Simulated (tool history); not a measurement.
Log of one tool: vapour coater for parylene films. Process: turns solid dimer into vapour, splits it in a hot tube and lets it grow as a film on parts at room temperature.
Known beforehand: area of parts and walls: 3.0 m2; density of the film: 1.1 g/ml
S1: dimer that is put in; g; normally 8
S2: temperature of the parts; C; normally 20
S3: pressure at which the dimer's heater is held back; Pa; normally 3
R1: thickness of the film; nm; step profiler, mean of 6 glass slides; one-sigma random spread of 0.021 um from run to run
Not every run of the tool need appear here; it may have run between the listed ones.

run,hour,S1,S2,S3,R1
1,0,8,20,3,1770
2,23.5,8,20,3,1770
3,41,9,20,3,2000
4,72.7,9,20,3,1960
5,103.7,9,20,3,1950
6,132,9,20,3,1980
7,166.1,9,20,3,1940
8,184.5,9,20,3,1950
9,213.3,8,23,3,1670
10,229.8,8,23,3,1670
# hour 235.6: trap's valve overhauled
11,249.2,8,23,3,1590
12,268.6,8,23,3,1620
13,303.2,9,22,8.77,1470
14,322.6,12,22,4.28,2250
15,346.6,12,20,3.25,2440
16,381.3,8,20,8.94,1270
# hour 408.4: trap's valve overhauled, once more
17,413.9,8,20,8.94,1450
18,430,8,20,8.94,1420
19,462.5,8,20,8.94,1420
20,494.3,8,20,8.94,1420
21,525.3,8,20,8.94,1410

What if the next run were any one of these 5? Each begins from the tool's condition after run 21:
A,554.9,8,20,2.59,?
B,554.9,8,26,8.35,?
C,554.9,12,13,8.94,?
D,554.9,5,20,8.94,?
E,554.9,12,23,8.94,?

run,R1
A,1860
B,1280
C,2320
D,890
E,2020
Without the tool's hidden state the same runs would have given:
run,R1
A,1910
B,1320
C,2390
D,910
E,2080

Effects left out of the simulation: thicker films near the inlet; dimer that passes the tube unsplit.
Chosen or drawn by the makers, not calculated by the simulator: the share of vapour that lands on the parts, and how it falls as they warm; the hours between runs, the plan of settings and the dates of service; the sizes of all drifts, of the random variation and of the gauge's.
